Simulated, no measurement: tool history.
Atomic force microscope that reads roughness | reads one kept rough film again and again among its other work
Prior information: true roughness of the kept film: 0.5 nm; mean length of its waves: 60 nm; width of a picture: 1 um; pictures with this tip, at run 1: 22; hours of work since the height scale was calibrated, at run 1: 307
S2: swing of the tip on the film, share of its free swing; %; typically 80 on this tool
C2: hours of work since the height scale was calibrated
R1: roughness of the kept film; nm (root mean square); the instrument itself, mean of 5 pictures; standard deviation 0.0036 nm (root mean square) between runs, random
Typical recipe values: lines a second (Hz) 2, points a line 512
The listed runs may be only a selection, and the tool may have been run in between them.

run 1 hour=0 | lines_a_second_(Hz)=2 S2=80 points_a_line=512 | pictures_with_this_tip=22 C2=307 | R1=0.449
run 2 hour=22.1 | lines_a_second_(Hz)=1.33 S2=80 points_a_line=512 | pictures_with_this_tip=48 C2=320 | R1=0.464
run 3 hour=42.4 | lines_a_second_(Hz)=1.33 S2=80 points_a_line=512 | pictures_with_this_tip=71 C2=332 | R1=0.464
run 4 hour=64.1 | lines_a_second_(Hz)=1.48 S2=80 points_a_line=512 | pictures_with_this_tip=96 C2=344 | R1=0.453
run 5 hour=78.9 | lines_a_second_(Hz)=1.48 S2=80 points_a_line=512 | pictures_with_this_tip=113 C2=353 | R1=0.457
-- hour=95.7 new tip fitted
run 6 hour=95.7 | lines_a_second_(Hz)=1.48 S2=80 points_a_line=512 | pictures_with_this_tip=0 C2=363 | R1=0.463
run 7 hour=113.8 | lines_a_second_(Hz)=1.48 S2=80 points_a_line=512 | pictures_with_this_tip=20 C2=373 | R1=0.46
run 8 hour=128.5 | lines_a_second_(Hz)=1.48 S2=80 points_a_line=512 | pictures_with_this_tip=37 C2=382 | R1=0.464
run 9 hour=147.3 | lines_a_second_(Hz)=1.48 S2=80 points_a_line=512 | pictures_with_this_tip=59 C2=393 | R1=0.456
run 10 hour=163 | lines_a_second_(Hz)=1.48 S2=80 points_a_line=512 | pictures_with_this_tip=77 C2=402 | R1=0.459
run 11 hour=175.7 | lines_a_second_(Hz)=1.48 S2=80 points_a_line=512 | pictures_with_this_tip=91 C2=409 | R1=0.448
run 12 hour=193.8 | lines_a_second_(Hz)=1.48 S2=80 points_a_line=512 | pictures_with_this_tip=112 C2=420 | R1=0.459
run 13 hour=204.6 | lines_a_second_(Hz)=1.48 S2=80 points_a_line=512 | pictures_with_this_tip=124 C2=426 | R1=0.456
-- hour=212.9 new tip fitted
run 14 hour=218.5 | lines_a_second_(Hz)=1.48 S2=80 points_a_line=512 | pictures_with_this_tip=7 C2=434 | R1=0.463
run 15 hour=232.1 | lines_a_second_(Hz)=1.48 S2=80 points_a_line=512 | pictures_with_this_tip=22 C2=442 | R1=0.462
run 16 hour=246.1 | lines_a_second_(Hz)=1.48 S2=80 points_a_line=512 | pictures_with_this_tip=38 C2=450 | R1=0.463
run 17 hour=256.9 | lines_a_second_(Hz)=2 S2=76 points_a_line=512 | pictures_with_this_tip=51 C2=457 | R1=0.455
run 18 hour=275.3 | lines_a_second_(Hz)=2.55 S2=76 points_a_line=512 | pictures_with_this_tip=72 C2=467 | R1=0.443
run 19 hour=297 | lines_a_second_(Hz)=2.55 S2=76 points_a_line=512 | pictures_with_this_tip=97 C2=480 | R1=0.448
run 20 hour=309.4 | lines_a_second_(Hz)=2.55 S2=76 points_a_line=512 | pictures_with_this_tip=111 C2=487 | R1=0.444
run 21 hour=319.2 | lines_a_second_(Hz)=3.13 S2=62 points_a_line=512 | pictures_with_this_tip=122 C2=493 | R1=0.463
-- hour=329.5 new tip fitted
run 22 hour=331.9 | lines_a_second_(Hz)=3.13 S2=62 points_a_line=512 | pictures_with_this_tip=3 C2=500 | R1=0.468
run 23 hour=353.2 | lines_a_second_(Hz)=0.81 S2=62 points_a_line=284 | pictures_with_this_tip=27 C2=513 | R1=0.479
run 24 hour=363 | lines_a_second_(Hz)=1.64 S2=88 points_a_line=512 | pictures_with_this_tip=38 C2=518 | R1=0.442
run 25 hour=374.9 | lines_a_second_(Hz)=0.69 S2=90 points_a_line=681 | pictures_with_this_tip=52 C2=525 | R1=0.472
run 26 hour=384.9 | lines_a_second_(Hz)=0.92 S2=89 points_a_line=681 | pictures_with_this_tip=64 C2=531 | R1=0.462
run 27 hour=405.8 | lines_a_second_(Hz)=0.92 S2=89 points_a_line=681 | pictures_with_this_tip=87 C2=543 | R1=0.455
run 28 hour=415.9 | lines_a_second_(Hz)=1.53 S2=64 points_a_line=776 | pictures_with_this_tip=99 C2=549 | R1=0.47

What does the tool deliver on the next run?
run 29 hour=433.4 | lines_a_second_(Hz)=0.52 S2=80 points_a_line=785 | pictures_with_this_tip=119 C2=559 | R1=?

{"run 29": {"R1": 0.479}}
If the tool had no hidden condition, the same run with the same run-to-run variation would have returned R1 0.49 nm (root mean square).
